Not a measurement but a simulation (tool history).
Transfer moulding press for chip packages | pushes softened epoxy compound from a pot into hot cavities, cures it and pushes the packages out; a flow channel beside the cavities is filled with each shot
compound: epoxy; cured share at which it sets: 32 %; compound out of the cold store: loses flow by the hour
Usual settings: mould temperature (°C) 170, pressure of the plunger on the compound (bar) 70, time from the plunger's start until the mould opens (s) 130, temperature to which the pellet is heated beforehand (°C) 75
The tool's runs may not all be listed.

run,hour,mould temperature (°C),pressure of the plunger on the compound (bar),time from the plunger's start until the mould opens (s),temperature to which the pellet is heated beforehand (°C),incoming compound's hours out of the cold store,length that the compound runs in the flow channel (mm),greatest force on the pins that push the packages out (N)
1,0,170,70,130,75,19.3,961,300
2,9.1,170,70,130,75,15.8,981,341
3,19,170,84.2,130,75,39.2,921,353
4,34.8,170,84.2,130,75,21.7,1012,427
5,46.1,168,84.2,130,75,43.6,909,466
# hour 49.6: cavities cleaned with cleaning compound and waxed
6,58.6,165,70,130,75,11.3,1029,452
7,75.4,170,70,130,75,26,910,381
8,87.8,170,70,130,75,22.5,928,418
# hour 99.6: cavities cleaned with cleaning compound and waxed
9,107.4,170,70,130,75,32.8,880,339
# hour 120.5: mould's thermocouples calibrated
10,122,170,70,130,75,46.3,785,344
11,135.5,170,70,130,75,9.6,975,421
# hour 150.9: cavities cleaned with cleaning compound and waxed
12,150.9,170,53.2,130,75,32.7,737,303
13,166.2,170,70,130,75,23.7,901,347
14,179.2,170,70,130,82,33.3,847,388
15,190.4,170,70,130,82,23.9,894,420
# hour 200.8: cavities cleaned with cleaning compound and waxed
16,206.9,167,71.7,130,75,23.2,917,375
17,218.8,168,70,144,75,32.6,851,361
18,227,168,81.2,144,84,15.3,1002,379
19,236.9,168,81.2,144,84,35.6,894,403
20,245.8,168,81.2,144,84,38,878,408
# hour 249.9: cavities cleaned with cleaning compound and waxed
21,260,168,64.5,144,83,39.1,780,319
22,278.3,170,70.4,138,70,23.1,876,362
23,285.9,170,70.4,138,70,25,877,387
# hour 295.1: plunger's sealing rings changed
# hour 302.7: cavities cleaned with cleaning compound and waxed
24,303.5,170,70.4,138,70,11.6,1045,283
25,318.1,170,70.4,138,70,25.9,944,340
26,330.1,163,70,130,68,21.3,1008,568
27,345.6,162,57.3,130,67,48,786,604

Measured less the same run without the tool's hidden state. The same run-to-run variation is in both; the gauge's scatter may not be:
The hidden state here: true mould temperature over the reading, C; pressure that reaches the compound, % of what is set; grip of the stained cavities, % over clean ones'; drift of the gauge itself on flow_mm, %; drift of the gauge itself on push_out_n, %.
run,length that the compound runs in the flow channel (mm),greatest force on the pins that push the packages out (N)
1,-24,+12
2,-27,+45
3,-28,+76
4,-34,+126
5,-33,+158
6,-38,+80
7,-38,+101
8,-41,+134
9,-43,+45
10,-47,+67
11,-60,+112
12,-48,+5
13,-63,+59
14,-61,+94
15,-67,+120
16,-72,+46
17,-69,+76
18,-84,+95
19,-78,+118
20,-78,+131
21,-71,+37
22,-84,+87
23,-87,+108
24,-1,+8
25,-4,+54
26,-6,+139
27,-8,+188

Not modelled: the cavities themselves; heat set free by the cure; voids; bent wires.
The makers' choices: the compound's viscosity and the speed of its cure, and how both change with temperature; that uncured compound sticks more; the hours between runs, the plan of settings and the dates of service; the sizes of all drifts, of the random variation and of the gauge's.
